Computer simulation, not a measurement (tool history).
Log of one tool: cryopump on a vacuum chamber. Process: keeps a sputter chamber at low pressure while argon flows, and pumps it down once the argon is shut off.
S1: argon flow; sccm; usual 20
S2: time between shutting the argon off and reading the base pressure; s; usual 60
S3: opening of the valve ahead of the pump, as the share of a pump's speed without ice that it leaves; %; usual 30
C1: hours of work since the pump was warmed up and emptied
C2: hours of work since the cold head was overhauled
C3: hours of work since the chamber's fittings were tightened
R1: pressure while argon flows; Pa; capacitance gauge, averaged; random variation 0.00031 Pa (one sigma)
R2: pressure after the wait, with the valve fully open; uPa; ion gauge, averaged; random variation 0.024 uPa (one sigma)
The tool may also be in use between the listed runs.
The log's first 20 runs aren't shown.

run 21 hour=259.5 | S1=9 S2=23 S3=48 | C1=431 C2=431 C3=2490 | R1=0.0204 R2=3.97
run 22 hour=268.3 | S1=16 S2=254 S3=48 | C1=438 C2=438 C3=2497 | R1=0.0364 R2=2.30
run 23 hour=284.2 | S1=16 S2=102 S3=30 | C1=451 C2=451 C3=2510 | R1=0.0567 R2=2.53
run 24 hour=293.0 | S1=9 S2=27 S3=42 | C1=458 C2=458 C3=2517 | R1=0.0236 R2=3.72
run 25 hour=301.3 | S1=16 S2=21 S3=18 | C1=465 C2=465 C3=2524 | R1=0.0941 R2=4.21
run 26 hour=308.9 | S1=16 S2=21 S3=18 | C1=471 C2=471 C3=2530 | R1=0.0946 R2=4.19
run 27 hour=320.8 | S1=33 S2=60 S3=30 | C1=481 C2=481 C3=2539 | R1=0.1185 R2=2.87
run 28 hour=336.9 | S1=33 S2=60 S3=30 | C1=494 C2=494 C3=2552 | R1=0.1189 R2=2.84
run 29 hour=344.3 | S1=20 S2=23 S3=30 | C1=500 C2=500 C3=2558 | R1=0.0720 R2=3.91
run 30 hour=352.3 | S1=20 S2=23 S3=30 | C1=506 C2=506 C3=2565 | R1=0.0724 R2=4.04
run 31 hour=363.5 | S1=22 S2=286 S3=19 | C1=515 C2=515 C3=2574 | R1=0.1240 R2=2.33
run 32 hour=371.7 | S1=14 S2=60 S3=35 | C1=522 C2=522 C3=2581 | R1=0.0433 R2=2.91
run 33 hour=385.3 | S1=21 S2=59 S3=56 | C1=533 C2=533 C3=2592 | R1=0.0424 R2=2.92
run 34 hour=393.8 | S1=21 S2=59 S3=56 | C1=540 C2=540 C3=2598 | R1=0.0428 R2=2.92

4 ways to go on from here, each from the tool as it stands after run 34. What would each give?
run A hour=403.7 | S1=21 S2=59 S3=54 | C1=548 C2=548 C3=2606 | R1=? R2=?
run B hour=403.7 | S1=20 S2=47 S3=30 | C1=548 C2=548 C3=2606 | R1=? R2=?
run C hour=403.7 | S1=21 S2=68 S3=56 | C1=548 C2=548 C3=2606 | R1=? R2=?
run D hour=403.7 | S1=21 S2=65 S3=17 | C1=548 C2=548 C3=2606 | R1=? R2=?

run=A R1=0.0435 R2=3.04
run=B R1=0.0721 R2=3.16
run=C R1=0.0421 R2=2.78
run=D R1=0.1316 R2=2.89
Without the tool's hidden state the same runs would have given:
run=A R1=0.0400 R2=0.97
run=B R1=0.0688 R2=1.13
run=C R1=0.0386 R2=0.80
run=D R1=0.1281 R2=0.83

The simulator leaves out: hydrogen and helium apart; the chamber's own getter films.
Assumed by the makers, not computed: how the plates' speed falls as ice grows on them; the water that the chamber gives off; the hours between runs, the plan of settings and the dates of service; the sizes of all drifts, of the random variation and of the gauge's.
